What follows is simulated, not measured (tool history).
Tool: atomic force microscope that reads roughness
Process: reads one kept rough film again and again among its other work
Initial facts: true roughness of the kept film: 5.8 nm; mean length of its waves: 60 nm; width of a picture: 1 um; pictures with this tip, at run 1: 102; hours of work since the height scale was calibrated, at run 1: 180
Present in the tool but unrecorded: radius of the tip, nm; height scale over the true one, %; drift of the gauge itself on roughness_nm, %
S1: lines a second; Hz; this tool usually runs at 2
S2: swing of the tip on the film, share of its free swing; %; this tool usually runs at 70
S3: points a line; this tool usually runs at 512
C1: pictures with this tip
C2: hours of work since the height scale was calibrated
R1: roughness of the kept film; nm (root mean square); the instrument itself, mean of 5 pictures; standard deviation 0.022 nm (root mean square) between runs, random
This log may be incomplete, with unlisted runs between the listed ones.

{"run": 1, "hour": 0.0, "S1": 2, "S2": 70, "S3": 512, "C1": 102, "C2": 180, "R1": 5.326}
{"run": 2, "hour": 74.1, "S1": 2, "S2": 70, "S3": 512, "C1": 212, "C2": 214, "R1": 5.365}
{"run": 3, "hour": 129.3, "S1": 2, "S2": 70, "S3": 512, "C1": 294, "C2": 240, "R1": 5.291}
{"hour": 139.7, "done": "new tip fitted"}
{"run": 4, "hour": 183.8, "S1": 2, "S2": 70, "S3": 512, "C1": 65, "C2": 265, "R1": 5.36}
{"run": 5, "hour": 228.0, "S1": 2, "S2": 70, "S3": 512, "C1": 131, "C2": 285, "R1": 5.368}
{"run": 6, "hour": 283.0, "S1": 2, "S2": 70, "S3": 512, "C1": 212, "C2": 311, "R1": 5.34}
{"run": 7, "hour": 335.4, "S1": 2, "S2": 70, "S3": 512, "C1": 290, "C2": 335, "R1": 5.367}
{"hour": 347.6, "done": "new tip fitted"}
{"run": 8, "hour": 397.3, "S1": 2, "S2": 70, "S3": 512, "C1": 73, "C2": 363, "R1": 5.374}
{"run": 9, "hour": 460.1, "S1": 2, "S2": 70, "S3": 512, "C1": 167, "C2": 392, "R1": 5.342}
{"run": 10, "hour": 535.0, "S1": 2, "S2": 70, "S3": 321, "C1": 278, "C2": 427, "R1": 5.34}
{"hour": 557.7, "done": "new tip fitted"}
{"run": 11, "hour": 578.6, "S1": 2, "S2": 77, "S3": 890, "C1": 31, "C2": 446, "R1": 5.285}
{"run": 12, "hour": 623.8, "S1": 2, "S2": 89, "S3": 819, "C1": 98, "C2": 467, "R1": 5.005}
{"run": 13, "hour": 689.2, "S1": 2, "S2": 89, "S3": 819, "C1": 195, "C2": 497, "R1": 4.985}
{"run": 14, "hour": 758.9, "S1": 2, "S2": 89, "S3": 819, "C1": 299, "C2": 530, "R1": 4.969}
{"hour": 765.6, "done": "new tip fitted"}
{"run": 15, "hour": 798.2, "S1": 0.62, "S2": 74, "S3": 604, "C1": 48, "C2": 548, "R1": 5.552}
{"run": 16, "hour": 882.9, "S1": 2.45, "S2": 80, "S3": 365, "C1": 174, "C2": 587, "R1": 5.043}
{"run": 17, "hour": 954.5, "S1": 2.45, "S2": 88, "S3": 365, "C1": 281, "C2": 620, "R1": 4.85}
{"hour": 973.8, "done": "new tip fitted"}
{"run": 18, "hour": 997.9, "S1": 1.38, "S2": 70, "S3": 512, "C1": 36, "C2": 639, "R1": 5.424}

Take each entry between the runs: how does the hidden state at the last listed run before it differ from the hidden state at the first listed run after it?
Between runs 3 and 4: new tip fitted (hour 139.7)
  radius of the tip, nm: 5.4 -> 5.1
Between runs 7 and 8: new tip fitted (hour 347.6)
  radius of the tip, nm: 5.4 -> 5.1
Between runs 10 and 11: new tip fitted (hour 557.7)
  radius of the tip, nm: 5.3 -> 5
Between runs 14 and 15: new tip fitted (hour 765.6)
  radius of the tip, nm: 5.4 -> 5.1
Between runs 17 and 18: new tip fitted (hour 973.8)
  radius of the tip, nm: 5.3 -> 5

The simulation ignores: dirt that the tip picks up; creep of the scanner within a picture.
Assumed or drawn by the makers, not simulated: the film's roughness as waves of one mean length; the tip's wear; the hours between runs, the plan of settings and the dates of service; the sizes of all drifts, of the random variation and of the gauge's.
